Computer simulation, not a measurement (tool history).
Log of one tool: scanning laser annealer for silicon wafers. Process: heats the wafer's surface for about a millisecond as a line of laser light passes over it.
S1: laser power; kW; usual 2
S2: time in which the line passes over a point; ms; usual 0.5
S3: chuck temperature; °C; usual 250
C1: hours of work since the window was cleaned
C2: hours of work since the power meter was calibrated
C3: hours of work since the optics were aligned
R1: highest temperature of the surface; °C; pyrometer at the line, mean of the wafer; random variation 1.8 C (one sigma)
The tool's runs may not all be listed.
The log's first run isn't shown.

run	hour	S1	S2	S3	C1	C2	C3	R1
2	34.2	2	0.5	250	523	634	523	948
3	89	2	0.5	288	549	660	549	984
4	168.6	2	0.5	288	585	696	585	986
5	238.7	2	0.5	288	618	729	618	983
6	310.8	2	0.373	250	651	762	651	850
7	355.4	2	0.373	250	671	782	671	847
8	428.4	2.065	0.373	250	705	816	705	869
9	496.5	2	0.5	262	736	847	736	953
10	568.8	2	0.5	262	770	881	770	948
11	616.9	2	0.5	277	792	903	792	964
12	695.3	2	0.5	250	828	939	828	933
# hour 704.9: optics aligned, line set to its width
13	765.5	2	0.462	250	858	969	28	906
14	838.4	2	0.462	250	892	1003	62	904
# hour 878.4: optics aligned, line set to its width, once more
15	878.4	2	0.462	250	908	1019	0	917
16	958.6	2	0.462	250	945	1056	37	917
17	1023.2	2	0.353	250	975	1086	67	832
# hour 1038: window over the wafer cleaned
18	1058.2	2	0.353	250	9	1101	82	855
19	1127.5	2	0.353	250	41	1133	114	859
20	1183	2	0.544	250	67	1158	139	1002
21	1261.8	2	0.563	250	103	1195	176	1011
22	1337.4	2	0.5	260	138	1229	211	975
23	1416.1	2.06	0.42	223	174	1266	247	902
24	1453.6	1.796	0.543	250	192	1283	264	912
25	1528.7	2.166	0.373	224	226	1318	299	900
26	1568.5	2.166	0.373	224	244	1336	317	900

The next listed run, before its measurement:
27	1616.8	1.805	0.477	224	267	1358	339	?

{"run 27": {"R1": 844}}
Without the tool's hidden state the same run would have given R1 853 °C.
